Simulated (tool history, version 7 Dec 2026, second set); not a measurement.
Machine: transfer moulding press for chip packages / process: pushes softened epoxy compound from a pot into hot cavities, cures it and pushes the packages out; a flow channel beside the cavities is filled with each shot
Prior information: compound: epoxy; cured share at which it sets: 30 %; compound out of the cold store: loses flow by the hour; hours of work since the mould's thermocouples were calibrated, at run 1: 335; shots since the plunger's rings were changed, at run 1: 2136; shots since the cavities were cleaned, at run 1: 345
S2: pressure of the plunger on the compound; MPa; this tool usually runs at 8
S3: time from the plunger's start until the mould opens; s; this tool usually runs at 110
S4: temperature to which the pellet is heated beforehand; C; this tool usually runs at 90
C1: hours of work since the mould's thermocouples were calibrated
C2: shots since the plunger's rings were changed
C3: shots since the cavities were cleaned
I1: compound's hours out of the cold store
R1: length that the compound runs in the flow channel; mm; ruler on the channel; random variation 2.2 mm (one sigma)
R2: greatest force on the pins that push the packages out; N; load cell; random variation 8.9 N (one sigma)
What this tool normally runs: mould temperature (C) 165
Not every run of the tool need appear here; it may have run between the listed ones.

run 1 day=0 | mould_temperature_(C)=165 S2=8 S3=110 S4=90 | C1=335 C2=2136 C3=345 | I1=35.1 | R1=543 R2=492
run 2 day=0.775 | mould_temperature_(C)=165 S2=8 S3=110 S4=90 | C1=345 C2=2299 C3=508 | I1=22.7 | R1=565 R2=520
-- day=0.921 cavities cleaned with cleaning compound and waxed
run 3 day=1.629 | mould_temperature_(C)=165 S2=8 S3=110 S4=90 | C1=356 C2=2466 C3=149 | I1=41.2 | R1=522 R2=588
run 4 day=2.488 | mould_temperature_(C)=165 S2=8 S3=110 S4=90 | C1=368 C2=2647 C3=330 | I1=17.3 | R1=582 R2=630
run 5 day=3.204 | mould_temperature_(C)=165 S2=8 S3=110 S4=90 | C1=378 C2=2798 C3=481 | I1=16.5 | R1=581 R2=626
-- day=3.446 cavities cleaned with cleaning compound and waxed
run 6 day=3.754 | mould_temperature_(C)=165 S2=8 S3=110 S4=90 | C1=385 C2=2901 C3=66 | I1=14.5 | R1=591 R2=436
run 7 day=4.571 | mould_temperature_(C)=165 S2=8 S3=110 S4=84 | C1=396 C2=3073 C3=238 | I1=9.3 | R1=596 R2=463
-- day=4.908 cavities cleaned with cleaning compound and waxed, once more
run 8 day=5.562 | mould_temperature_(C)=165 S2=8 S3=110 S4=84 | C1=409 C2=3268 C3=138 | I1=46.9 | R1=506 R2=453
run 9 day=6.329 | mould_temperature_(C)=165 S2=8 S3=110 S4=84 | C1=420 C2=3430 C3=300 | I1=36.1 | R1=523 R2=476
run 10 day=6.808 | mould_temperature_(C)=165 S2=7.29 S3=110 S4=90 | C1=426 C2=3530 C3=400 | I1=26.5 | R1=526 R2=498
run 11 day=7.304 | mould_temperature_(C)=165 S2=7.29 S3=110 S4=90 | C1=433 C2=3635 C3=505 | I1=19.7 | R1=544 R2=522
-- day=7.425 cavities cleaned with cleaning compound and waxed
-- day=8.142 plunger's sealing rings changed
run 12 day=8.354 | mould_temperature_(C)=165 S2=6.62 S3=110 S4=90 | C1=445 C2=45 C3=174 | I1=37.1 | R1=495 R2=458
run 13 day=8.804 | mould_temperature_(C)=165 S2=8 S3=110 S4=90 | C1=451 C2=139 C3=268 | I1=26.8 | R1=570 R2=470
run 14 day=9.792 | mould_temperature_(C)=165 S2=8 S3=110 S4=92 | C1=465 C2=348 C3=477 | I1=19.6 | R1=589 R2=522
-- day=10.062 cavities cleaned with cleaning compound and waxed
run 15 day=10.592 | mould_temperature_(C)=165 S2=8 S3=126 S4=99 | C1=475 C2=503 C3=111 | I1=46.6 | R1=520 R2=397
run 16 day=11.008 | mould_temperature_(C)=165 S2=6.68 S3=110 S4=83 | C1=481 C2=591 C3=199 | I1=31.1 | R1=510 R2=461
run 17 day=11.625 | mould_temperature_(C)=165 S2=8 S3=91 S4=90 | C1=490 C2=720 C3=328 | I1=27.2 | R1=566 R2=603
run 18 day=12.158 | mould_temperature_(C)=165 S2=6.38 S3=115 S4=90 | C1=497 C2=833 C3=441 | I1=29.6 | R1=498 R2=488
-- day=12.617 cavities cleaned with cleaning compound and waxed
run 19 day=13.171 | mould_temperature_(C)=165 S2=8.54 S3=110 S4=90 | C1=510 C2=1033 C3=116 | I1=28.2 | R1=576 R2=434
run 20 day=13.942 | mould_temperature_(C)=165 S2=8.12 S3=94 S4=90 | C1=521 C2=1196 C3=279 | I1=13.4 | R1=603 R2=565
run 21 day=14.717 | mould_temperature_(C)=168 S2=9.55 S3=144 S4=90 | C1=531 C2=1359 C3=442 | I1=25.5 | R1=605 R2=469
-- day=15.167 cavities cleaned with cleaning compound and waxed
run 22 day=15.729 | mould_temperature_(C)=168 S2=6.51 S3=144 S4=90 | C1=545 C2=1559 C3=118 | I1=27 | R1=495 R2=395
-- day=16.712 mould's thermocouples calibrated
run 23 day=16.821 | mould_temperature_(C)=168 S2=6.51 S3=144 S4=90 | C1=2 C2=1772 C3=331 | I1=27.2 | R1=498 R2=430
run 24 day=17.233 | mould_temperature_(C)=168 S2=6.51 S3=103 S4=90 | C1=7 C2=1858 C3=417 | I1=18 | R1=521 R2=505
-- day=17.788 cavities cleaned with cleaning compound and waxed
run 25 day=17.954 | mould_temperature_(C)=160 S2=8 S3=131 S4=90 | C1=16 C2=1997 C3=35 | I1=8.1 | R1=634 R2=426
run 26 day=18.738 | mould_temperature_(C)=170 S2=6.35 S3=110 S4=90 | C1=27 C2=2162 C3=200 | I1=28.7 | R1=482 R2=413
run 27 day=19.704 | mould_temperature_(C)=172 S2=7.22 S3=110 S4=98 | C1=40 C2=2366 C3=404 | I1=40.7 | R1=478 R2=444
-- day=20.338 cavities cleaned with cleaning compound and waxed
run 28 day=20.592 | mould_temperature_(C)=165 S2=8 S3=111 S4=90 | C1=52 C2=2540 C3=54 | I1=10.4 | R1=602 R2=435

Describe how what the log doesn't record of the tool's condition differs between the last listed run preceding each entry between runs and the first listed run following it.
In the gap between runs 2 and 3: cavities cleaned with cleaning compound and waxed (day 0.921)
  true mould temperature over the reading, C: 0.25 -> 0.26; pressure that reaches the compound, % of what is set: 94.45 -> 94.02; grip of the stained cavities, % over clean ones': 31.7 -> 52.8
  measured minus no-state result, R1: -17 -> -17 mm; R2: +122 -> +203 N
In the gap between runs 5 and 6: cavities cleaned with cleaning compound and waxed (day 3.446)
  true mould temperature over the reading, C: 0.29 -> 0.3; pressure that reaches the compound, % of what is set: 93.23 -> 93; grip of the stained cavities, % over clean ones': 53.7 -> 6.3
  measured minus no-state result, R1: -22 -> -23 mm; R2: +215 -> +22 N
In the gap between runs 7 and 8: cavities cleaned with cleaning compound and waxed, once more (day 4.908)
  true mould temperature over the reading, C: 0.31 -> 0.33; pressure that reaches the compound, % of what is set: 92.58 -> 92.12; grip of the stained cavities, % over clean ones': 18.1 -> 16.6
  measured minus no-state result, R1: -24 -> -22 mm; R2: +67 -> +61 N
In the gap between runs 11 and 12: cavities cleaned with cleaning compound and waxed (day 7.425); plunger's sealing rings changed (day 8.142)
  true mould temperature over the reading, C: 0.36 -> 0.38; pressure that reaches the compound, % of what is set: 91.22 -> 99.19; grip of the stained cavities, % over clean ones': 34.2 -> 15.7
  measured minus no-state result, R1: -27 -> -3 mm; R2: +130 -> +58 N
In the gap between runs 14 and 15: cavities cleaned with cleaning compound and waxed (day 10.062)
  true mould temperature over the reading, C: 0.4 -> 0.42; pressure that reaches the compound, % of what is set: 98.5 -> 98.11; grip of the stained cavities, % over clean ones': 31 -> 9.4
  measured minus no-state result, R1: -6 -> -6 mm; R2: +119 -> +34 N
In the gap between runs 18 and 19: cavities cleaned with cleaning compound and waxed (day 12.617)
  true mould temperature over the reading, C: 0.44 -> 0.46; pressure that reaches the compound, % of what is set: 97.29 -> 96.82; grip of the stained cavities, % over clean ones': 28.6 -> 10
  measured minus no-state result, R1: -8 -> -11 mm; R2: +105 -> +35 N
In the gap between runs 21 and 22: cavities cleaned with cleaning compound and waxed (day 15.167)
  true mould temperature over the reading, C: 0.49 -> 0.5; pressure that reaches the compound, % of what is set: 96.07 -> 95.57; grip of the stained cavities, % over clean ones': 29.1 -> 10.3
  measured minus no-state result, R1: -14 -> -13 mm; R2: +106 -> +37 N
In the gap between runs 22 and 23: mould's thermocouples calibrated (day 16.712)
  true mould temperature over the reading, C: 0.5 -> -0.08; pressure that reaches the compound, % of what is set: 95.57 -> 95.06; grip of the stained cavities, % over clean ones': 10.3 -> 24.4
  measured minus no-state result, R1: -13 -> -12 mm; R2: +37 -> +85 N
In the gap between runs 24 and 25: cavities cleaned with cleaning compound and waxed (day 17.788)
  true mould temperature over the reading, C: -0.07 -> -0.06; pressure that reaches the compound, % of what is set: 94.84 -> 94.52; grip of the stained cavities, % over clean ones': 28.7 -> 3.3
  measured minus no-state result, R1: -13 -> -17 mm; R2: +114 -> +15 N
In the gap between runs 27 and 28: cavities cleaned with cleaning compound and waxed (day 20.338)
  true mould temperature over the reading, C: -0.02 -> -0.01; pressure that reaches the compound, % of what is set: 93.62 -> 93.2; grip of the stained cavities, % over clean ones': 27.6 -> 9.9
  measured minus no-state result, R1: -16 -> -22 mm; R2: +97 -> +40 N
